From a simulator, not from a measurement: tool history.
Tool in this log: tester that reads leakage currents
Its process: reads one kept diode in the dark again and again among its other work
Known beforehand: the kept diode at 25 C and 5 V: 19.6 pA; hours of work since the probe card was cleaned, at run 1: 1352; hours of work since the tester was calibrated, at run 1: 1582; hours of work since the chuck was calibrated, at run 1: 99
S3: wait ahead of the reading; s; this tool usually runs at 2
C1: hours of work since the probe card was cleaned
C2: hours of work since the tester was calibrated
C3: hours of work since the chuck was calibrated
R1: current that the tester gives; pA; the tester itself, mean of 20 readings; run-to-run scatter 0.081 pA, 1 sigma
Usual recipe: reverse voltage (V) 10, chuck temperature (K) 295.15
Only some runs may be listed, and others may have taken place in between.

{"run": 1, "hour": 0.0, "reverse voltage (V)": 10, "chuck temperature (K)": 295.15, "S3": 2, "C1": 1352, "C2": 1582, "C3": 99, "R1": 34.89}
{"run": 2, "hour": 85.2, "reverse voltage (V)": 10, "chuck temperature (K)": 295.15, "S3": 2, "C1": 1418, "C2": 1648, "C3": 165, "R1": 35.19}
{"run": 3, "hour": 121.8, "reverse voltage (V)": 10, "chuck temperature (K)": 295.15, "S3": 2, "C1": 1446, "C2": 1676, "C3": 193, "R1": 35.6}
{"run": 4, "hour": 208.9, "reverse voltage (V)": 10, "chuck temperature (K)": 295.15, "S3": 2, "C1": 1513, "C2": 1743, "C3": 260, "R1": 35.79}
{"run": 5, "hour": 269.9, "reverse voltage (V)": 10, "chuck temperature (K)": 295.15, "S3": 2, "C1": 1560, "C2": 1790, "C3": 307, "R1": 36.19}
{"run": 6, "hour": 337.2, "reverse voltage (V)": 10, "chuck temperature (K)": 295.15, "S3": 2, "C1": 1612, "C2": 1842, "C3": 359, "R1": 36.48}
{"run": 7, "hour": 423.8, "reverse voltage (V)": 10, "chuck temperature (K)": 295.15, "S3": 0.93, "C1": 1679, "C2": 1909, "C3": 426, "R1": 37.84}
{"run": 8, "hour": 484.3, "reverse voltage (V)": 10, "chuck temperature (K)": 295.15, "S3": 0.93, "C1": 1726, "C2": 1955, "C3": 473, "R1": 38.14}
{"run": 9, "hour": 538.8, "reverse voltage (V)": 10, "chuck temperature (K)": 295.15, "S3": 2, "C1": 1768, "C2": 1997, "C3": 515, "R1": 37.53}
{"run": 10, "hour": 622.7, "reverse voltage (V)": 10, "chuck temperature (K)": 295.15, "S3": 2, "C1": 1832, "C2": 2062, "C3": 579, "R1": 37.74}
{"run": 11, "hour": 705.7, "reverse voltage (V)": 10, "chuck temperature (K)": 295.15, "S3": 2, "C1": 1896, "C2": 2126, "C3": 643, "R1": 38.25}
{"hour": 744.1, "done": "probe card cleaned and baked"}
{"run": 12, "hour": 787.7, "reverse voltage (V)": 10, "chuck temperature (K)": 295.15, "S3": 2, "C1": 34, "C2": 2187, "C3": 704, "R1": 18.01}
{"run": 13, "hour": 846.4, "reverse voltage (V)": 10, "chuck temperature (K)": 295.15, "S3": 7.5, "C1": 79, "C2": 2232, "C3": 750, "R1": 17.68}
{"run": 14, "hour": 882.5, "reverse voltage (V)": 10, "chuck temperature (K)": 295.15, "S3": 7.5, "C1": 107, "C2": 2260, "C3": 777, "R1": 17.91}
{"run": 15, "hour": 957.8, "reverse voltage (V)": 10, "chuck temperature (K)": 295.15, "S3": 7.5, "C1": 165, "C2": 2318, "C3": 835, "R1": 18.35}
{"hour": 981.9, "done": "chuck's temperature calibrated"}
{"run": 16, "hour": 1022.1, "reverse voltage (V)": 10, "chuck temperature (K)": 294.15, "S3": 2, "C1": 213, "C2": 2366, "C3": 31, "R1": 21.59}
{"run": 17, "hour": 1104.4, "reverse voltage (V)": 1.3, "chuck temperature (K)": 294.15, "S3": 2, "C1": 276, "C2": 2430, "C3": 94, "R1": 8.15}
{"run": 18, "hour": 1146.5, "reverse voltage (V)": 1.3, "chuck temperature (K)": 294.15, "S3": 2, "C1": 309, "C2": 2462, "C3": 127, "R1": 8.19}
{"run": 19, "hour": 1208.8, "reverse voltage (V)": 1.3, "chuck temperature (K)": 294.15, "S3": 2, "C1": 357, "C2": 2510, "C3": 175, "R1": 8.06}
{"run": 20, "hour": 1278.8, "reverse voltage (V)": 10, "chuck temperature (K)": 295.15, "S3": 2.6, "C1": 411, "C2": 2564, "C3": 229, "R1": 24.32}
{"run": 21, "hour": 1352.1, "reverse voltage (V)": 12.3, "chuck temperature (K)": 295.15, "S3": 2, "C1": 467, "C2": 2621, "C3": 285, "R1": 27.99}
{"run": 22, "hour": 1434.2, "reverse voltage (V)": 6, "chuck temperature (K)": 300.15, "S3": 9.3, "C1": 530, "C2": 2684, "C3": 349, "R1": 26.84}
{"run": 23, "hour": 1488.4, "reverse voltage (V)": 5.9, "chuck temperature (K)": 297.15, "S3": 0.76, "C1": 572, "C2": 2726, "C3": 390, "R1": 22.5}
{"run": 24, "hour": 1551.6, "reverse voltage (V)": 4.5, "chuck temperature (K)": 295.15, "S3": 1, "C1": 621, "C2": 2774, "C3": 439, "R1": 16.79}
{"run": 25, "hour": 1599.8, "reverse voltage (V)": 4.5, "chuck temperature (K)": 295.15, "S3": 0.81, "C1": 658, "C2": 2811, "C3": 476, "R1": 16.98}
{"run": 26, "hour": 1640.3, "reverse voltage (V)": 8.4, "chuck temperature (K)": 295.15, "S3": 4.04, "C1": 689, "C2": 2843, "C3": 508, "R1": 23.38}
{"run": 27, "hour": 1703.7, "reverse voltage (V)": 8.4, "chuck temperature (K)": 295.15, "S3": 4.04, "C1": 738, "C2": 2892, "C3": 556, "R1": 23.5}
{"run": 28, "hour": 1760.4, "reverse voltage (V)": 11.2, "chuck temperature (K)": 295.15, "S3": 0.89, "C1": 782, "C2": 2935, "C3": 600, "R1": 29.96}
{"run": 29, "hour": 1804.1, "reverse voltage (V)": 11.2, "chuck temperature (K)": 295.15, "S3": 0.89, "C1": 816, "C2": 2969, "C3": 634, "R1": 30.43}
{"run": 30, "hour": 1877.9, "reverse voltage (V)": 11.2, "chuck temperature (K)": 295.15, "S3": 0.89, "C1": 872, "C2": 3026, "C3": 691, "R1": 30.73}
{"run": 31, "hour": 1932.0, "reverse voltage (V)": 7.7, "chuck temperature (K)": 293.15, "S3": 2.61, "C1": 914, "C2": 3068, "C3": 732, "R1": 20.88}
{"run": 32, "hour": 1978.7, "reverse voltage (V)": 1.8, "chuck temperature (K)": 326.15, "S3": 3.14, "C1": 950, "C2": 3104, "C3": 768, "R1": 105.59}
{"run": 33, "hour": 2058.8, "reverse voltage (V)": 1.8, "chuck temperature (K)": 293.15, "S3": 3.14, "C1": 1012, "C2": 3165, "C3": 830, "R1": 8.71}
{"hour": 2088.3, "done": "chuck's temperature calibrated"}
{"run": 34, "hour": 2122.9, "reverse voltage (V)": 1.8, "chuck temperature (K)": 293.15, "S3": 3.14, "C1": 1060, "C2": 3213, "C3": 27, "R1": 10.37}
{"run": 35, "hour": 2171.9, "reverse voltage (V)": 2.2, "chuck temperature (K)": 305.15, "S3": 0.37, "C1": 1098, "C2": 3251, "C3": 64, "R1": 28.98}
{"run": 36, "hour": 2218.9, "reverse voltage (V)": 2.2, "chuck temperature (K)": 305.15, "S3": 0.37, "C1": 1134, "C2": 3287, "C3": 101, "R1": 28.81}
{"run": 37, "hour": 2254.1, "reverse voltage (V)": 2.2, "chuck temperature (K)": 301.15, "S3": 1.76, "C1": 1161, "C2": 3314, "C3": 128, "R1": 20.71}
{"run": 38, "hour": 2332.2, "reverse voltage (V)": 1, "chuck temperature (K)": 301.15, "S3": 0.49, "C1": 1221, "C2": 3375, "C3": 188, "R1": 14.19}
{"run": 39, "hour": 2382.5, "reverse voltage (V)": 3.1, "chuck temperature (K)": 301.15, "S3": 0.38, "C1": 1260, "C2": 3413, "C3": 227, "R1": 25.32}
{"run": 40, "hour": 2418.5, "reverse voltage (V)": 2.4, "chuck temperature (K)": 307.15, "S3": 2.45, "C1": 1288, "C2": 3441, "C3": 255, "R1": 32.88}

The logged runs with the hidden state left out (each run's random variation unchanged):
Hidden state at play: stray current of the dirty probe card, pA a volt; current scale over the true one, %; true chuck temperature over the reading, C; drift of the gauge itself on leakage_pa, %.
run=1 R1=21.16
run=2 R1=21.03
run=3 R1=21.24
run=4 R1=21.1
run=5 R1=21.18
run=6 R1=21.12
run=7 R1=22
run=8 R1=22.06
run=9 R1=21.12
run=10 R1=21.03
run=11 R1=21.05
run=12 R1=21.15
run=13 R1=20.48
run=14 R1=20.5
run=15 R1=20.54
run=16 R1=19.34
run=17 R1=7.96
run=18 R1=8.01
run=19 R1=7.92
run=20 R1=20.9
run=21 R1=23.08
run=22 R1=25.4
run=23 R1=20.56
run=24 R1=15.22
run=25 R1=15.33
run=26 R1=19.2
run=27 R1=19.11
run=28 R1=23.26
run=29 R1=23.43
run=30 R1=23.28
run=31 R1=15.63
run=32 R1=122.34
run=33 R1=8.3
run=34 R1=8.25
run=35 R1=26.56
run=36 R1=26.53
run=37 R1=18.35
run=38 R1=13.36
run=39 R1=22.05
run=40 R1=31.16
